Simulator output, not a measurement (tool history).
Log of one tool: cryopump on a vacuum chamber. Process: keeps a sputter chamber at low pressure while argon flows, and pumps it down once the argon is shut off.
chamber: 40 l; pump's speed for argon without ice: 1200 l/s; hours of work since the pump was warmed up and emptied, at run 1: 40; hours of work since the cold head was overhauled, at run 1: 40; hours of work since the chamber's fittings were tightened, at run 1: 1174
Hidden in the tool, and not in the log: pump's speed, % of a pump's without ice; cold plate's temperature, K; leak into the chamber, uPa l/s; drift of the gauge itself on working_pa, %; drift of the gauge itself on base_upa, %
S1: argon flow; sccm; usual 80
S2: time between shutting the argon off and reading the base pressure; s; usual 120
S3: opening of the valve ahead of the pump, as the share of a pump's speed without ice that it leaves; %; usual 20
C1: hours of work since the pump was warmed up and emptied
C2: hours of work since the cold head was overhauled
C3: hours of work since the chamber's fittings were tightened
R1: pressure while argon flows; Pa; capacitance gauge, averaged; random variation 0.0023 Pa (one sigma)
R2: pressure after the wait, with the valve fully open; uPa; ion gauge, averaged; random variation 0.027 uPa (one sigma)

| run | day | S1 | S2 | S3 | C1 | C2 | C3 | R1 | R2 |
|---|---|---|---|---|---|---|---|---|---|
| 1 | 0.000 | 80 | 120 | 20 | 40 | 40 | 1174 | 0.5675 | 2.93 |
| 2 | 2.725 | 80 | 120 | 20 | 74 | 74 | 1208 | 0.5724 | 2.94 |
| 3 | 5.467 | 80 | 120 | 20 | 108 | 108 | 1242 | 0.5754 | 3.14 |
| 4 | 7.229 | 80 | 120 | 20 | 130 | 130 | 1264 | 0.5746 | 3.06 |
| 5 | 9.600 | 80 | 120 | 20 | 160 | 160 | 1294 | 0.5792 | 3.20 |
| 6 | 13.733 | 80 | 32 | 20 | 211 | 211 | 1345 | 0.5837 | 5.85 |
| 7 | 15.633 | 80 | 32 | 20 | 235 | 235 | 1369 | 0.5862 | 6.12 |
| 8 | 19.092 | 80 | 21 | 20 | 278 | 278 | 1412 | 0.5930 | 7.95 |
| 9 | 22.912 | 80 | 21 | 20 | 326 | 326 | 1459 | 0.5946 | 8.17 |
| 10 | 26.488 | 80 | 21 | 20 | 370 | 370 | 1504 | 0.5995 | 8.52 |
| 11 | 28.271 | 80 | 120 | 20 | 392 | 392 | 1526 | 0.6049 | 3.97 |
|  | 29.633 | pump warmed up, emptied and cooled again |
| 12 | 31.488 | 80 | 120 | 20 | 23 | 430 | 1564 | 0.5674 | 3.26 |
| 13 | 34.212 | 80 | 120 | 39 | 57 | 464 | 1598 | 0.2961 | 3.36 |
| 14 | 37.596 | 80 | 120 | 39 | 99 | 506 | 1640 | 0.2989 | 3.63 |
| 15 | 40.812 | 80 | 120 | 39 | 139 | 546 | 1680 | 0.2992 | 3.74 |
| 16 | 44.708 | 80 | 120 | 39 | 188 | 595 | 1729 | 0.3034 | 3.83 |
| 17 | 47.712 | 80 | 73 | 39 | 225 | 632 | 1766 | 0.3103 | 4.63 |
| 18 | 51.588 | 41 | 146 | 18 | 274 | 680 | 1814 | 0.3313 | 3.88 |
| 19 | 53.317 | 41 | 146 | 18 | 295 | 702 | 1836 | 0.3354 | 3.97 |
| 20 | 55.404 | 41 | 146 | 18 | 321 | 728 | 1862 | 0.3361 | 4.09 |
|  | 58.162 | leaking fittings of the chamber tightened, without venting |
| 21 | 59.271 | 80 | 55 | 23 | 368 | 775 | 14 | 0.5262 | 2.44 |
|  | 62.725 | pump warmed up, emptied and cooled again |
| 22 | 63.450 | 80 | 34 | 16 | 9 | 825 | 63 | 0.7068 | 3.67 |
| 23 | 67.283 | 39 | 34 | 23 | 57 | 872 | 111 | 0.2411 | 3.83 |
| 24 | 71.271 | 62 | 253 | 19 | 107 | 922 | 161 | 0.4659 | 0.97 |
| 25 | 74.071 | 88 | 29 | 19 | 141 | 957 | 196 | 0.6689 | 4.62 |
| 26 | 78.121 | 45 | 24 | 31 | 192 | 1008 | 246 | 0.2152 | 5.32 |
| 27 | 81.025 | 52 | 180 | 42 | 228 | 1044 | 282 | 0.1885 | 1.40 |
| 28 | 82.771 | 52 | 180 | 42 | 250 | 1066 | 304 | 0.1891 | 1.43 |
| 29 | 86.896 | 95 | 155 | 42 | 301 | 1117 | 356 | 0.3520 | 1.67 |
| 30 | 90.433 | 95 | 155 | 42 | 345 | 1161 | 400 | 0.3582 | 1.75 |
| 31 | 93.179 | 143 | 43 | 19 | 380 | 1195 | 434 | 1.1325 | 3.75 |
|  | 95.383 | pump warmed up, emptied and cooled again |
| 32 | 97.538 | 49 | 120 | 19 | 27 | 1247 | 486 | 0.3675 | 1.89 |
| 33 | 100.221 | 35 | 21 | 20 | 60 | 1280 | 519 | 0.2509 | 6.51 |
| 34 | 102.208 | 33 | 97 | 21 | 85 | 1305 | 544 | 0.2258 | 2.22 |

4 ways to go on from here, each from the tool as it stands after run 34. What would each give?
| A | 106.183 | 34 | 36 | 38 | 135 | 1355 | 593 | ? | ? |
| B | 106.183 | 80 | 118 | 20 | 135 | 1355 | 593 | ? | ? |
| C | 106.183 | 43 | 195 | 44 | 135 | 1355 | 593 | ? | ? |
| D | 106.183 | 52 | 227 | 41 | 135 | 1355 | 593 | ? | ? |

| run | R1 | R2 |
|---|---|---|
| A | 0.1314 | 4.32 |
| B | 0.5742 | 2.11 |
| C | 0.1444 | 1.73 |
| D | 0.1876 | 1.65 |
Without the tool's hidden state the same runs would have given:
| run | R1 | R2 |
|---|---|---|
| A | 0.1258 | 3.43 |
| B | 0.5609 | 1.22 |
| C | 0.1373 | 0.83 |
| D | 0.1790 | 0.77 |
